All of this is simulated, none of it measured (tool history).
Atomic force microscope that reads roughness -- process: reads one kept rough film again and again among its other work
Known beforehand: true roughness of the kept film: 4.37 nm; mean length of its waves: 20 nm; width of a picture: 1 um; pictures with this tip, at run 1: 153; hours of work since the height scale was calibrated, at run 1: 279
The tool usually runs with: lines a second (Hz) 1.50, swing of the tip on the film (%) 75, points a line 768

run	day	lines a second (Hz)	swing of the tip on the film (%)	points a line	pictures with this tip	hours of work since the height scale was calibrated	roughness of the kept film (nm (root mean square))
1	0.000	1.50	75	768	153	279	1.811
2	0.558	1.50	75	768	165	285	1.749
3	0.988	1.50	75	492	175	289	1.702
# day 1.088: new tip fitted
4	1.883	1.50	75	492	18	298	2.611
5	2.642	1.50	75	492	35	305	2.459
6	3.575	1.50	75	492	56	314	2.299
7	4.358	1.50	75	492	73	322	2.192
8	4.796	1.41	75	768	83	326	2.155
9	5.279	0.54	75	593	94	331	2.170
10	5.721	1.50	84	768	104	336	1.971
11	6.129	2.28	57	269	113	340	1.975
12	6.933	1.25	77	535	131	348	1.884
13	7.712	0.75	82	688	149	355	1.827
14	8.175	0.75	82	688	159	360	1.790
15	8.712	1.50	77	604	171	365	1.711
# day 8.942: new tip fitted
16	9.371	1.14	77	441	10	372	2.752

Take each entry between the runs: how does the hidden state at the last listed run before it differ from the hidden state at the first listed run after it?
From run 3 to run 4: new tip fitted (day 1.088)
  radius of the tip, nm: 32.4 -> 13
  the result without the hidden state subtracted from the measured one, roughness of the kept film (nm (root mean square)): -1.142 -> -0.227
From run 15 to run 16: new tip fitted (day 8.942)
  radius of the tip, nm: 32.6 -> 11.4
  the result without the hidden state subtracted from the measured one, roughness of the kept film (nm (root mean square)): -1.150 -> -0.107
